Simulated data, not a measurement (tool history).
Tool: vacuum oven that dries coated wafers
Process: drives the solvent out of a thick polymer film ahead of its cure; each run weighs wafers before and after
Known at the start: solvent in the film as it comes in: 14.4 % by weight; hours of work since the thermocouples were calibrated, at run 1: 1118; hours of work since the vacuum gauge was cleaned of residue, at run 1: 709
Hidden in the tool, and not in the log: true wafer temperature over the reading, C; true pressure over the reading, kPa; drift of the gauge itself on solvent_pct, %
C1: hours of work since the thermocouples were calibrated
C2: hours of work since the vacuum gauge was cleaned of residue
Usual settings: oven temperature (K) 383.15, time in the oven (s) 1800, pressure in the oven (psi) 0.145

run 1 hour=0 | oven_temperature_(K)=383.15 time_in_the_oven_(s)=1800 pressure_in_the_oven_(psi)=0.145 | C1=1118 C2=709 | solvent_left_in_the_film_(%)=1.49
run 2 hour=92.3 | oven_temperature_(K)=383.15 time_in_the_oven_(s)=1800 pressure_in_the_oven_(psi)=0.145 | C1=1163 C2=753 | solvent_left_in_the_film_(%)=1.48
run 3 hour=171.2 | oven_temperature_(K)=383.15 time_in_the_oven_(s)=1800 pressure_in_the_oven_(psi)=0.145 | C1=1201 C2=792 | solvent_left_in_the_film_(%)=1.6
run 4 hour=245.5 | oven_temperature_(K)=383.15 time_in_the_oven_(s)=1800 pressure_in_the_oven_(psi)=0.145 | C1=1237 C2=828 | solvent_left_in_the_film_(%)=1.54
run 5 hour=324.5 | oven_temperature_(K)=383.15 time_in_the_oven_(s)=1800 pressure_in_the_oven_(psi)=0.145 | C1=1276 C2=866 | solvent_left_in_the_film_(%)=1.46
run 6 hour=401.9 | oven_temperature_(K)=383.15 time_in_the_oven_(s)=1800 pressure_in_the_oven_(psi)=0.145 | C1=1313 C2=904 | solvent_left_in_the_film_(%)=1.59
run 7 hour=491 | oven_temperature_(K)=383.15 time_in_the_oven_(s)=1800 pressure_in_the_oven_(psi)=0.129 | C1=1356 C2=947 | solvent_left_in_the_film_(%)=1.52
run 8 hour=541.6 | oven_temperature_(K)=371.15 time_in_the_oven_(s)=1800 pressure_in_the_oven_(psi)=0.145 | C1=1381 C2=972 | solvent_left_in_the_film_(%)=3.46
run 9 hour=613.5 | oven_temperature_(K)=371.15 time_in_the_oven_(s)=1800 pressure_in_the_oven_(psi)=0.145 | C1=1416 C2=1007 | solvent_left_in_the_film_(%)=3.57
run 10 hour=712.7 | oven_temperature_(K)=371.15 time_in_the_oven_(s)=1800 pressure_in_the_oven_(psi)=0.145 | C1=1464 C2=1055 | solvent_left_in_the_film_(%)=3.49
run 11 hour=790.9 | oven_temperature_(K)=371.15 time_in_the_oven_(s)=1800 pressure_in_the_oven_(psi)=0.145 | C1=1502 C2=1093 | solvent_left_in_the_film_(%)=3.53
run 12 hour=882.1 | oven_temperature_(K)=383.15 time_in_the_oven_(s)=1620 pressure_in_the_oven_(psi)=0.145 | C1=1547 C2=1137 | solvent_left_in_the_film_(%)=1.76
run 13 hour=968.6 | oven_temperature_(K)=383.15 time_in_the_oven_(s)=1620 pressure_in_the_oven_(psi)=0.145 | C1=1589 C2=1179 | solvent_left_in_the_film_(%)=1.84
run 14 hour=1044.9 | oven_temperature_(K)=383.15 time_in_the_oven_(s)=1620 pressure_in_the_oven_(psi)=0.145 | C1=1626 C2=1217 | solvent_left_in_the_film_(%)=1.81
-- hour=1055.9 oven's thermocouples calibrated
run 15 hour=1110.6 | oven_temperature_(K)=383.15 time_in_the_oven_(s)=1800 pressure_in_the_oven_(psi)=0.145 | C1=27 C2=1247 | solvent_left_in_the_film_(%)=1.53
run 16 hour=1173.1 | oven_temperature_(K)=383.15 time_in_the_oven_(s)=1800 pressure_in_the_oven_(psi)=0.145 | C1=57 C2=1278 | solvent_left_in_the_film_(%)=1.47
run 17 hour=1270.4 | oven_temperature_(K)=383.15 time_in_the_oven_(s)=1800 pressure_in_the_oven_(psi)=0.448 | C1=104 C2=1325 | solvent_left_in_the_film_(%)=2.76
run 18 hour=1370.6 | oven_temperature_(K)=392.15 time_in_the_oven_(s)=1800 pressure_in_the_oven_(psi)=0.215 | C1=153 C2=1374 | solvent_left_in_the_film_(%)=0.96
run 19 hour=1462.7 | oven_temperature_(K)=383.15 time_in_the_oven_(s)=2700 pressure_in_the_oven_(psi)=0.146 | C1=198 C2=1419 | solvent_left_in_the_film_(%)=1
run 20 hour=1525.3 | oven_temperature_(K)=392.15 time_in_the_oven_(s)=1800 pressure_in_the_oven_(psi)=0.315 | C1=228 C2=1449 | solvent_left_in_the_film_(%)=1.23
run 21 hour=1590.8 | oven_temperature_(K)=392.15 time_in_the_oven_(s)=1800 pressure_in_the_oven_(psi)=0.315 | C1=260 C2=1481 | solvent_left_in_the_film_(%)=1.3
run 22 hour=1660.5 | oven_temperature_(K)=373.15 time_in_the_oven_(s)=1800 pressure_in_the_oven_(psi)=0.473 | C1=294 C2=1515 | solvent_left_in_the_film_(%)=4.8
run 23 hour=1726.7 | oven_temperature_(K)=376.15 time_in_the_oven_(s)=1080 pressure_in_the_oven_(psi)=0.145 | C1=326 C2=1547 | solvent_left_in_the_film_(%)=4.37
run 24 hour=1797.9 | oven_temperature_(K)=376.15 time_in_the_oven_(s)=2400 pressure_in_the_oven_(psi)=0.455 | C1=361 C2=1582 | solvent_left_in_the_film_(%)=3.37
run 25 hour=1849.4 | oven_temperature_(K)=376.15 time_in_the_oven_(s)=2400 pressure_in_the_oven_(psi)=0.455 | C1=386 C2=1607 | solvent_left_in_the_film_(%)=3.27
run 26 hour=1925.1 | oven_temperature_(K)=376.15 time_in_the_oven_(s)=2400 pressure_in_the_oven_(psi)=0.455 | C1=423 C2=1643 | solvent_left_in_the_film_(%)=3.42
run 27 hour=1985.7 | oven_temperature_(K)=376.15 time_in_the_oven_(s)=2400 pressure_in_the_oven_(psi)=0.455 | C1=452 C2=1673 | solvent_left_in_the_film_(%)=3.37
run 28 hour=2031.8 | oven_temperature_(K)=395.15 time_in_the_oven_(s)=1440 pressure_in_the_oven_(psi)=0.078 | C1=474 C2=1695 | solvent_left_in_the_film_(%)=0.53
run 29 hour=2129.9 | oven_temperature_(K)=381.15 time_in_the_oven_(s)=1440 pressure_in_the_oven_(psi)=0.078 | C1=522 C2=1743 | solvent_left_in_the_film_(%)=2.14
run 30 hour=2180.5 | oven_temperature_(K)=392.15 time_in_the_oven_(s)=1500 pressure_in_the_oven_(psi)=0.228 | C1=547 C2=1768 | solvent_left_in_the_film_(%)=1.27
run 31 hour=2249.8 | oven_temperature_(K)=388.15 time_in_the_oven_(s)=1620 pressure_in_the_oven_(psi)=0.088 | C1=580 C2=1801 | solvent_left_in_the_film_(%)=1.04
run 32 hour=2343.1 | oven_temperature_(K)=388.15 time_in_the_oven_(s)=1440 pressure_in_the_oven_(psi)=0.173 | C1=626 C2=1847 | solvent_left_in_the_film_(%)=1.53

Forecast each of these 3 alternatives for the next run:
run A hour=2419.2 | oven_temperature_(K)=388.15 time_in_the_oven_(s)=1020 pressure_in_the_oven_(psi)=0.173 | C1=663 C2=1884 | solvent_left_in_the_film_(%)=?
run B hour=2419.2 | oven_temperature_(K)=395.15 time_in_the_oven_(s)=2880 pressure_in_the_oven_(psi)=0.145 | C1=663 C2=1884 | solvent_left_in_the_film_(%)=?
run C hour=2419.2 | oven_temperature_(K)=388.15 time_in_the_oven_(s)=1920 pressure_in_the_oven_(psi)=0.173 | C1=663 C2=1884 | solvent_left_in_the_film_(%)=?

run=A solvent_left_in_the_film_(%)=2.57
run=B solvent_left_in_the_film_(%)=0.47
run=C solvent_left_in_the_film_(%)=1.05
Without the tool's hidden state the same runs would have given:
run=A solvent_left_in_the_film_(%)=2.55
run=B solvent_left_in_the_film_(%)=0.47
run=C solvent_left_in_the_film_(%)=1.04

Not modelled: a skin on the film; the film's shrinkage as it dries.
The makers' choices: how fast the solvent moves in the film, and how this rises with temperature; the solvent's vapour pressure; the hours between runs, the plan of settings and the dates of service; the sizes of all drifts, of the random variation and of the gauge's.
